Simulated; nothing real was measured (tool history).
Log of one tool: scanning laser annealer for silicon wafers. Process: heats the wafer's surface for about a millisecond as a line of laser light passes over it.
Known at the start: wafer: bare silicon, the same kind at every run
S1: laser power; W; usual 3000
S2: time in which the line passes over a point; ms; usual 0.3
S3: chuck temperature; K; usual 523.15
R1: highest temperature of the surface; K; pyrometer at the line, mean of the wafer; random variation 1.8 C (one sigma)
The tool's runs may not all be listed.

{"run": 1, "day": 0.0, "S1": 3000, "S2": 0.3, "S3": 523.15, "R1": 1264.15}
{"run": 2, "day": 2.196, "S1": 3000, "S2": 0.3, "S3": 499.15, "R1": 1237.15}
{"run": 3, "day": 3.992, "S1": 3000, "S2": 0.3, "S3": 499.15, "R1": 1237.15}
{"run": 4, "day": 5.212, "S1": 3000, "S2": 0.3, "S3": 499.15, "R1": 1239.15}
{"run": 5, "day": 7.188, "S1": 3000, "S2": 0.3, "S3": 499.15, "R1": 1239.15}
{"run": 6, "day": 9.142, "S1": 2920, "S2": 0.3, "S3": 523.15, "R1": 1249.15}
{"run": 7, "day": 11.1, "S1": 2639, "S2": 0.3, "S3": 523.15, "R1": 1182.15}
{"run": 8, "day": 13.254, "S1": 2639, "S2": 0.3, "S3": 523.15, "R1": 1183.15}
{"run": 9, "day": 15.254, "S1": 3000, "S2": 0.3, "S3": 523.15, "R1": 1260.15}
{"run": 10, "day": 16.338, "S1": 3000, "S2": 0.3, "S3": 523.15, "R1": 1264.15}
{"run": 11, "day": 18.262, "S1": 3000, "S2": 0.248, "S3": 523.15, "R1": 1194.15}
{"run": 12, "day": 20.571, "S1": 3000, "S2": 0.3, "S3": 523.15, "R1": 1263.15}
{"run": 13, "day": 21.9, "S1": 3000, "S2": 0.3, "S3": 523.15, "R1": 1259.15}
{"run": 14, "day": 23.146, "S1": 3000, "S2": 0.3, "S3": 523.15, "R1": 1262.15}
{"run": 15, "day": 24.858, "S1": 3000, "S2": 0.3, "S3": 523.15, "R1": 1265.15}
{"run": 16, "day": 26.729, "S1": 3000, "S2": 0.3, "S3": 523.15, "R1": 1265.15}
{"run": 17, "day": 28.412, "S1": 3000, "S2": 0.3, "S3": 523.15, "R1": 1261.15}
{"run": 18, "day": 30.254, "S1": 3000, "S2": 0.3, "S3": 523.15, "R1": 1260.15}
{"run": 19, "day": 32.408, "S1": 3000, "S2": 0.3, "S3": 523.15, "R1": 1262.15}
{"run": 20, "day": 34.329, "S1": 3000, "S2": 0.3, "S3": 523.15, "R1": 1261.15}
{"run": 21, "day": 35.338, "S1": 3000, "S2": 0.3, "S3": 523.15, "R1": 1263.15}
{"run": 22, "day": 37.554, "S1": 2635, "S2": 0.293, "S3": 496.15, "R1": 1149.15}
{"run": 23, "day": 39.642, "S1": 3000, "S2": 0.3, "S3": 488.15, "R1": 1226.15}
{"run": 24, "day": 41.942, "S1": 3000, "S2": 0.3, "S3": 488.15, "R1": 1228.15}
{"run": 25, "day": 44.096, "S1": 3188, "S2": 0.32, "S3": 493.15, "R1": 1298.15}
{"run": 26, "day": 45.771, "S1": 3000, "S2": 0.304, "S3": 500.15, "R1": 1246.15}
{"run": 27, "day": 47.7, "S1": 3206, "S2": 0.228, "S3": 500.15, "R1": 1186.15}
{"run": 28, "day": 49.546, "S1": 3206, "S2": 0.228, "S3": 500.15, "R1": 1181.15}
{"run": 29, "day": 51.079, "S1": 3066, "S2": 0.313, "S3": 502.15, "R1": 1275.15}
{"run": 30, "day": 52.229, "S1": 3066, "S2": 0.313, "S3": 502.15, "R1": 1271.15}
{"run": 31, "day": 53.988, "S1": 3066, "S2": 0.313, "S3": 502.15, "R1": 1272.15}
{"run": 32, "day": 56.033, "S1": 2943, "S2": 0.362, "S3": 503.15, "R1": 1302.15}
{"run": 33, "day": 58.267, "S1": 2943, "S2": 0.362, "S3": 503.15, "R1": 1301.15}
{"run": 34, "day": 60.038, "S1": 2943, "S2": 0.362, "S3": 503.15, "R1": 1302.15}
{"run": 35, "day": 61.654, "S1": 3000, "S2": 0.347, "S3": 549.15, "R1": 1347.15}
{"run": 36, "day": 63.342, "S1": 3000, "S2": 0.347, "S3": 507.15, "R1": 1303.15}
{"run": 37, "day": 65.321, "S1": 3119, "S2": 0.347, "S3": 507.15, "R1": 1331.15}
{"run": 38, "day": 67.392, "S1": 3119, "S2": 0.347, "S3": 507.15, "R1": 1330.15}
{"run": 39, "day": 68.579, "S1": 2955, "S2": 0.22, "S3": 506.15, "R1": 1130.15}
{"run": 40, "day": 70.067, "S1": 3000, "S2": 0.268, "S3": 513.15, "R1": 1212.15}

Not shown: 3 entries that the log had between the listed runs. Between which runs, and how does the tool's hidden state differ before and after?
Between runs 11 and 12: window over the wafer cleaned (day 19.729)
  light that passes the window, % of a clean one's: 99.93 -> 99.99
Between runs 23 and 24: window over the wafer cleaned (day 41.467)
  light that passes the window, % of a clean one's: 99.94 -> 99.99; laser's true power over the reading, %: 0.03 -> 0.04; width of the line over the set one, %: 0.1 -> 0.11
Between runs 35 and 36: window over the wafer cleaned (day 63.192)
  light that passes the window, % of a clean one's: 99.93 -> 99.98
